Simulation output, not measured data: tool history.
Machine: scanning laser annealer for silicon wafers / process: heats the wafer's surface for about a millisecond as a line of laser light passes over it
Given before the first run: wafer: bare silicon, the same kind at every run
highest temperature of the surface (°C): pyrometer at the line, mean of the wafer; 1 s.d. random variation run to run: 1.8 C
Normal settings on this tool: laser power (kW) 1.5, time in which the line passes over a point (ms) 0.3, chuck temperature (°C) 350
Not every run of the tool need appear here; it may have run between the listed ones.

run	hour	laser power (kW)	time in which the line passes over a point (ms)	chuck temperature (°C)	highest temperature of the surface (°C)
1	0	1.5	0.3	350	1074
2	10.5	1.5	0.3	350	1069
3	23.4	1.5	0.3	351	1072
4	36.8	1.5	0.3	350	1070
5	48.2	1.5	0.3	350	1067
6	55.9	1.5	0.3	350	1069
7	65.1	1.5	0.3	350	1067
8	77.6	1.478	0.3	350	1059
9	86.1	1.478	0.3	350	1062
10	95.8	1.5	0.3	317	1038
11	103.6	1.5	0.3	362	1081
12	114.2	1.5	0.3	362	1082
13	121.2	1.5	0.3	350	1070
14	129.2	1.5	0.3	350	1068
15	140.9	1.5	0.3	350	1069
16	151	1.545	0.3	350	1093
17	160.4	1.545	0.3	350	1093
18	172.7	1.5	0.363	350	1143
19	182	1.333	0.3	350	992
20	193.9	1.333	0.3	350	992
21	207.3	1.5	0.3	350	1071
22	213.5	1.5	0.3	368	1085
23	225.7	1.445	0.3	355	1047
24	233.3	1.43	0.3	350	1038
25	243.2	1.497	0.373	389	1194
# hour 252.3: optics aligned, line set to its width
26	260.5	1.497	0.373	389	1194
27	270.6	1.459	0.234	331	946
28	279.3	1.459	0.252	368	1011
29	291	1.459	0.252	368	1007
30	302.5	1.579	0.3	350	1109
31	308.7	1.579	0.3	350	1106
32	322.2	1.579	0.3	350	1111
33	329.2	1.51	0.231	312	943
34	339	1.515	0.364	313	1116
35	349.1	1.515	0.364	313	1117
36	355.1	1.515	0.364	313	1117
37	361	1.42	0.316	350	1055
38	370.3	1.42	0.316	350	1050
39	380.4	1.331	0.378	354	1079
40	389	1.5	0.3	341	1062
41	402.2	1.517	0.362	350	1155
42	409.8	1.53	0.234	378	1021

Had the tool no unlogged condition, and each run kept its random variation, what would the results have been?
Hidden conditions of the tool in this case: light that passes the window, % of a clean one's; laser's true power over the reading, %; width of the line over the set one, %; drift of the gauge itself on peak_c, C.
run	highest temperature of the surface (°C)
1	1076
2	1071
3	1073
4	1072
5	1069
6	1071
7	1069
8	1061
9	1063
10	1039
11	1083
12	1083
13	1071
14	1069
15	1071
16	1095
17	1095
18	1145
19	994
20	993
21	1073
22	1087
23	1048
24	1040
25	1197
26	1196
27	947
28	1012
29	1008
30	1110
31	1108
32	1113
33	944
34	1117
35	1118
36	1118
37	1056
38	1052
39	1080
40	1063
41	1156
42	1022
